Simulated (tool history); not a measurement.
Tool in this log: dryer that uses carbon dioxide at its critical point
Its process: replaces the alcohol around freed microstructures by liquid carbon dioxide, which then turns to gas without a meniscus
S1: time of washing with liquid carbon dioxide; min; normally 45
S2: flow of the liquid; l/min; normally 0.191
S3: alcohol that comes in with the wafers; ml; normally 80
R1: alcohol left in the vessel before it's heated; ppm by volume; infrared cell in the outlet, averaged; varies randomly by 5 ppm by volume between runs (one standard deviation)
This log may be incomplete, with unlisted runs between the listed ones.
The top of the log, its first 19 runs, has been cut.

| run | day | S1 | S2 | S3 | R1 |
|---|---|---|---|---|---|
| 20 | 37.854 | 68 | 0.140 | 80 | 121 |
| 21 | 40.004 | 68 | 0.279 | 55 | 110 |
|  | 40.879 | inlet filter changed |
| 22 | 41.925 | 68 | 0.279 | 102 | 110 |
|  | 43.138 | purifier's bed changed |
| 23 | 43.867 | 68 | 0.257 | 59 | 7 |
| 24 | 45.925 | 30 | 0.129 | 53 | 1570 |
| 25 | 47.033 | 30 | 0.170 | 49 | 475 |
| 26 | 49.446 | 30 | 0.123 | 50 | 1816 |
| 27 | 51.446 | 39 | 0.298 | 80 | 41 |
| 28 | 53.362 | 47 | 0.148 | 61 | 165 |
| 29 | 55.279 | 45 | 0.123 | 80 | 623 |
| 30 | 56.608 | 45 | 0.123 | 80 | 651 |
| 31 | 58.667 | 45 | 0.123 | 80 | 695 |
| 32 | 60.558 | 45 | 0.265 | 36 | 78 |
| 33 | 62.204 | 45 | 0.265 | 36 | 80 |
| 34 | 63.350 | 45 | 0.265 | 36 | 87 |
| 35 | 64.617 | 45 | 0.265 | 36 | 91 |
| 36 | 67.042 | 45 | 0.265 | 100 | 104 |
|  | 68.633 | inlet filter changed |
| 37 | 69.779 | 45 | 0.265 | 100 | 112 |

Below are 5 alternative next runs, each starting from the tool's condition after run 37. Predict each:
| A | 71.562 | 36 | 0.258 | 21 | ? |
| B | 71.562 | 37 | 0.280 | 22 | ? |
| C | 71.562 | 45 | 0.191 | 78 | ? |
| D | 71.562 | 45 | 0.294 | 106 | ? |
| E | 71.562 | 45 | 0.228 | 80 | ? |

| run | R1 |
|---|---|
| A | 120 |
| B | 125 |
| C | 125 |
| D | 114 |
| E | 123 |
Without the tool's hidden state the same runs would have given:
| run | R1 |
|---|---|
| A | 11 |
| B | 15 |
| C | 18 |
| D | 3 |
| E | 13 |
